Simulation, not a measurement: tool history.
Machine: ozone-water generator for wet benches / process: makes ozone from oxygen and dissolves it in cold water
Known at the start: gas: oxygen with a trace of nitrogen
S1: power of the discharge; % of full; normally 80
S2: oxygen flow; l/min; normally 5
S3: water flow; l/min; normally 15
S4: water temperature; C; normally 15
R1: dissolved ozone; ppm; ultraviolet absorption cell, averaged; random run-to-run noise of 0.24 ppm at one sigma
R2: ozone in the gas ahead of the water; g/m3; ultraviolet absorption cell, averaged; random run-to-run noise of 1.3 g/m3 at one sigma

| run | day | S1 | S2 | S3 | S4 | R1 | R2 |
|---|---|---|---|---|---|---|---|
| 1 | 0 | 80 | 5 | 15 | 15 | 35.6 | 243.9 |
| 2 | 1.712 | 80 | 5 | 15 | 15 | 35.9 | 243 |
| 3 | 5.396 | 80 | 5 | 15 | 15 | 35.8 | 244.3 |
| 4 | 9.254 | 80 | 5 | 15 | 9 | 39.7 | 241.5 |
| 5 | 11.233 | 80 | 5 | 13 | 9 | 43 | 242.7 |
| 6 | 13.629 | 80 | 5 | 15 | 23 | 31 | 240.3 |
| 7 | 15.896 | 80 | 5 | 15 | 23 | 31.4 | 243.1 |
| 8 | 17.788 | 80 | 5 | 15 | 23 | 31.5 | 242.3 |
| 9 | 21.654 | 51 | 5 | 18 | 15 | 23.8 | 183.1 |
| 10 | 25.208 | 80 | 3.46 | 15 | 7 | 39.3 | 297.1 |
| 11 | 29.279 | 80 | 4.86 | 18 | 15 | 31.6 | 245.4 |
| 12 | 31.042 | 80 | 4.86 | 18 | 15 | 31.3 | 240.9 |
| 13 | 35.242 | 56 | 5 | 11 | 7 | 39.5 | 191.1 |

Forecast run 14:
| 14 | 37.033 | 80 | 5 | 16 | 17 | ? | ? |

R1: 33.5 ppm
R2: 239.6 g/m3
Had the tool carried no hidden state, the very same run would have given R1 33.5 ppm, R2 243.2 g/m3.
